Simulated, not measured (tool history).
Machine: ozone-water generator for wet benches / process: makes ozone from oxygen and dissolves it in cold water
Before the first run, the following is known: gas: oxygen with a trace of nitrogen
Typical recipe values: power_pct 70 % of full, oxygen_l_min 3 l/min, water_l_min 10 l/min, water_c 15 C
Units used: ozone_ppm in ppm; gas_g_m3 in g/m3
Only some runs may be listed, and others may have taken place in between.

run,day,power_pct,oxygen_l_min,water_l_min,water_c,ozone_ppm,gas_g_m3
1,0,70,3,10,15,27.3,226.2
2,7.117,70,3,10,15,27,223.1
3,10.988,70,3,10,15,26.7,224.3
4,15.088,70,3,10,15,26.6,221
5,19.229,70,3,11,15,24.6,223
# day 22.467: contactor cleaned
6,24.092,70,3,11,15,27.2,218.4
7,30.708,70,5.22,11,15,27.1,169.1
8,33.979,70,5.22,11,15,26.7,166.3
9,39,70,3,10,15,27.9,214.1
10,42.625,70,3,10,15,27.7,214.5
11,45.625,70,3,10,15,27.6,213.8
12,48.858,70,3,10,15,27.8,210.3
13,53.875,70,3,8,15,31.6,209.7
14,56.912,70,3,8,15,31.2,207.7
15,61.508,70,2.34,8,15,30.6,233.8
16,65.904,70,3,10,15,26.6,202.9
17,73.108,50,2.78,14,12,16.9,169.8
18,80.021,50,2.78,14,12,16.5,168.5
19,86.942,50,2.78,14,12,16.5,164.7
20,92.95,57,3,10,15,22.1,173.3
21,96.617,80,2.51,11,13,25.6,231.6
22,99.571,80,2.51,11,13,25.6,229.9
23,102.842,80,2.51,11,13,25,228.3
24,109.262,59,4.2,12,8,21.9,145.5
25,113.429,59,4.2,12,8,21.3,146.5
26,117.133,70,2.39,6,15,32.4,209.2
27,121.221,70,2.39,6,15,32.5,207.6
28,127.604,70,2.39,6,15,31.8,205.5
29,132.242,70,4.03,10,15,23.3,161.1
30,138.388,70,4.03,10,15,23.2,158.5
31,145.538,40,4.36,15,7,13.9,108.9
32,151.938,40,4.36,15,7,13.8,108.1

For some of the steps in ozone_ppm from one run to the next: how much would appear even if the tool had no hidden state, given the settings, what came in and random variation, and how much remains for the hidden state plus any gauge scatter that the measured result and the result without hidden state don't share?
Hidden state present: yield of the discharge, % of new electrodes'; contactor's efficiency, % of a clean one's; true water temperature over the reading, C; drift of the gauge itself on ozone_ppm, %; drift of the gauge itself on gas_g_m3, %.
Run 16 -> 17: power_pct 70 -> 50, oxygen_l_min 3 -> 2.78, water_l_min 10 -> 14, water_c 15 -> 12. ozone_ppm -9.7 ppm: hidden state +4.1, all else -13.8.
Run 25 -> 26: power_pct 59 -> 70, oxygen_l_min 4.2 -> 2.39, water_l_min 12 -> 6, water_c 8 -> 15. ozone_ppm +11.1 ppm: hidden state -6.2, all else +17.3.
Run 30 -> 31: power_pct 70 -> 40, oxygen_l_min 4.03 -> 4.36, water_l_min 10 -> 15, water_c 15 -> 7. ozone_ppm -9.3 ppm: hidden state +7.3, all else -16.6.

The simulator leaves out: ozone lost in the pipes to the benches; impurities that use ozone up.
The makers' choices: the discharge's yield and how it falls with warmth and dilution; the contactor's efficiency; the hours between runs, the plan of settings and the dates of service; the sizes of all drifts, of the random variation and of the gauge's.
